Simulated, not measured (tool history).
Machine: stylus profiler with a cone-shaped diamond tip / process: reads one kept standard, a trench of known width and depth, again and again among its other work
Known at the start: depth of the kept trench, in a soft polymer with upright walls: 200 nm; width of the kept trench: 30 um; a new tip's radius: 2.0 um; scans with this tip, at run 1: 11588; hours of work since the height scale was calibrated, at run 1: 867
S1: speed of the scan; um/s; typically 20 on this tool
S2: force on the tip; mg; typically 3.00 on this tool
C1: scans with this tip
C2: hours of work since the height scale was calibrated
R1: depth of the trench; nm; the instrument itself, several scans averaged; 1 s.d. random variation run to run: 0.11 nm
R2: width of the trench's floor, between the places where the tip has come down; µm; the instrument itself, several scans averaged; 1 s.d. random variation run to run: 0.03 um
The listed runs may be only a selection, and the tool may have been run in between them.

{"run": 1, "hour": 0.0, "S1": 20, "S2": 3.0, "C1": 11588, "C2": 867, "R1": 202.44, "R2": 28.12}
{"run": 2, "hour": 25.5, "S1": 20, "S2": 3.0, "C1": 11733, "C2": 878, "R1": 202.31, "R2": 28.2}
{"run": 3, "hour": 61.8, "S1": 53, "S2": 3.0, "C1": 11940, "C2": 893, "R1": 202.47, "R2": 28.09}
{"run": 4, "hour": 100.6, "S1": 20, "S2": 3.0, "C1": 12162, "C2": 910, "R1": 202.42, "R2": 28.13}
{"hour": 118.8, "done": "new tip fitted, height scale calibrated"}
{"run": 5, "hour": 134.5, "S1": 20, "S2": 3.0, "C1": 89, "C2": 7, "R1": 202.25, "R2": 28.21}
{"run": 6, "hour": 169.5, "S1": 20, "S2": 3.0, "C1": 289, "C2": 22, "R1": 202.39, "R2": 28.2}
{"run": 7, "hour": 187.8, "S1": 20, "S2": 5.38, "C1": 393, "C2": 29, "R1": 203.85, "R2": 28.2}
{"run": 8, "hour": 220.3, "S1": 20, "S2": 3.0, "C1": 578, "C2": 43, "R1": 202.46, "R2": 28.21}
{"run": 9, "hour": 246.1, "S1": 20, "S2": 3.0, "C1": 725, "C2": 54, "R1": 202.66, "R2": 28.2}
{"run": 10, "hour": 273.2, "S1": 20, "S2": 3.0, "C1": 880, "C2": 66, "R1": 202.43, "R2": 28.16}
{"run": 11, "hour": 307.6, "S1": 20, "S2": 1.03, "C1": 1075, "C2": 80, "R1": 201.07, "R2": 28.14}
{"run": 12, "hour": 333.4, "S1": 20, "S2": 1.03, "C1": 1222, "C2": 91, "R1": 201.14, "R2": 28.13}
{"run": 13, "hour": 367.2, "S1": 61, "S2": 3.0, "C1": 1415, "C2": 106, "R1": 202.45, "R2": 28.04}
{"run": 14, "hour": 393.7, "S1": 61, "S2": 3.0, "C1": 1566, "C2": 117, "R1": 202.42, "R2": 28.01}
{"run": 15, "hour": 433.3, "S1": 61, "S2": 2.36, "C1": 1792, "C2": 134, "R1": 202.18, "R2": 28.02}
{"run": 16, "hour": 470.2, "S1": 61, "S2": 2.36, "C1": 2002, "C2": 150, "R1": 202.18, "R2": 28.03}
{"run": 17, "hour": 486.6, "S1": 20, "S2": 3.0, "C1": 2096, "C2": 157, "R1": 202.54, "R2": 28.19}
{"run": 18, "hour": 521.9, "S1": 20, "S2": 3.0, "C1": 2297, "C2": 172, "R1": 202.39, "R2": 28.2}
{"run": 19, "hour": 551.8, "S1": 20, "S2": 3.0, "C1": 2467, "C2": 185, "R1": 202.46, "R2": 28.14}
{"run": 20, "hour": 574.6, "S1": 20, "S2": 1.35, "C1": 2597, "C2": 194, "R1": 201.41, "R2": 28.16}
{"run": 21, "hour": 595.2, "S1": 20, "S2": 3.0, "C1": 2714, "C2": 203, "R1": 202.49, "R2": 28.17}
{"run": 22, "hour": 619.0, "S1": 20, "S2": 3.0, "C1": 2850, "C2": 213, "R1": 202.24, "R2": 28.17}
{"run": 23, "hour": 651.0, "S1": 6, "S2": 3.0, "C1": 3032, "C2": 227, "R1": 202.37, "R2": 28.22}
{"run": 24, "hour": 678.4, "S1": 6, "S2": 3.0, "C1": 3189, "C2": 239, "R1": 202.38, "R2": 28.31}
{"run": 25, "hour": 713.3, "S1": 21, "S2": 1.86, "C1": 3388, "C2": 253, "R1": 201.61, "R2": 28.2}
{"run": 26, "hour": 739.1, "S1": 51, "S2": 1.14, "C1": 3535, "C2": 264, "R1": 201.14, "R2": 27.98}
{"run": 27, "hour": 774.2, "S1": 8, "S2": 1.0, "C1": 3735, "C2": 279, "R1": 201.16, "R2": 28.19}
{"run": 28, "hour": 803.4, "S1": 33, "S2": 2.99, "C1": 3901, "C2": 292, "R1": 202.38, "R2": 28.12}
{"run": 29, "hour": 821.0, "S1": 44, "S2": 4.86, "C1": 4001, "C2": 299, "R1": 203.27, "R2": 28.13}
{"run": 30, "hour": 843.4, "S1": 13, "S2": 2.65, "C1": 4129, "C2": 309, "R1": 202.18, "R2": 28.18}
{"run": 31, "hour": 864.5, "S1": 13, "S2": 2.65, "C1": 4249, "C2": 318, "R1": 202.12, "R2": 28.2}
{"run": 32, "hour": 885.7, "S1": 13, "S2": 2.65, "C1": 4370, "C2": 327, "R1": 202.03, "R2": 28.24}
{"run": 33, "hour": 921.7, "S1": 13, "S2": 2.65, "C1": 4575, "C2": 342, "R1": 202.2, "R2": 28.15}
{"run": 34, "hour": 948.8, "S1": 29, "S2": 5.61, "C1": 4729, "C2": 354, "R1": 203.69, "R2": 28.18}
{"run": 35, "hour": 976.1, "S1": 13, "S2": 3.0, "C1": 4885, "C2": 366, "R1": 202.45, "R2": 28.23}
{"run": 36, "hour": 998.7, "S1": 16, "S2": 1.27, "C1": 5014, "C2": 375, "R1": 201.4, "R2": 28.15}
{"run": 37, "hour": 1017.6, "S1": 16, "S2": 1.27, "C1": 5122, "C2": 383, "R1": 201.24, "R2": 28.17}
{"run": 38, "hour": 1040.9, "S1": 60, "S2": 2.37, "C1": 5254, "C2": 393, "R1": 201.99, "R2": 28.06}
{"run": 39, "hour": 1073.4, "S1": 8, "S2": 1.45, "C1": 5439, "C2": 407, "R1": 201.43, "R2": 28.2}
{"run": 40, "hour": 1110.4, "S1": 54, "S2": 2.99, "C1": 5650, "C2": 423, "R1": 202.32, "R2": 28.02}
{"run": 41, "hour": 1132.7, "S1": 10, "S2": 3.89, "C1": 5777, "C2": 432, "R1": 202.89, "R2": 28.19}
{"run": 42, "hour": 1153.1, "S1": 10, "S2": 3.89, "C1": 5893, "C2": 441, "R1": 203.05, "R2": 28.22}
{"run": 43, "hour": 1182.4, "S1": 8, "S2": 7.57, "C1": 6061, "C2": 453, "R1": 204.49, "R2": 28.22}
{"run": 44, "hour": 1204.6, "S1": 8, "S2": 7.57, "C1": 6187, "C2": 463, "R1": 204.57, "R2": 28.23}
{"run": 45, "hour": 1231.9, "S1": 7, "S2": 2.69, "C1": 6342, "C2": 475, "R1": 202.31, "R2": 28.19}
{"run": 46, "hour": 1270.3, "S1": 13, "S2": 2.29, "C1": 6561, "C2": 491, "R1": 201.94, "R2": 28.19}

Across each entry between runs, compare the hidden state at the last listed run before it with the hidden state at the first listed run after it:
Runs 4 to 5: new tip fitted, height scale calibrated (hour 118.8)
  radius of the tip, um: 2.07 -> 2; height scale over the true one, %: -0.005 -> 0
  measured value less the no-hidden-state value, R2: -0.04 -> +0.00 µm
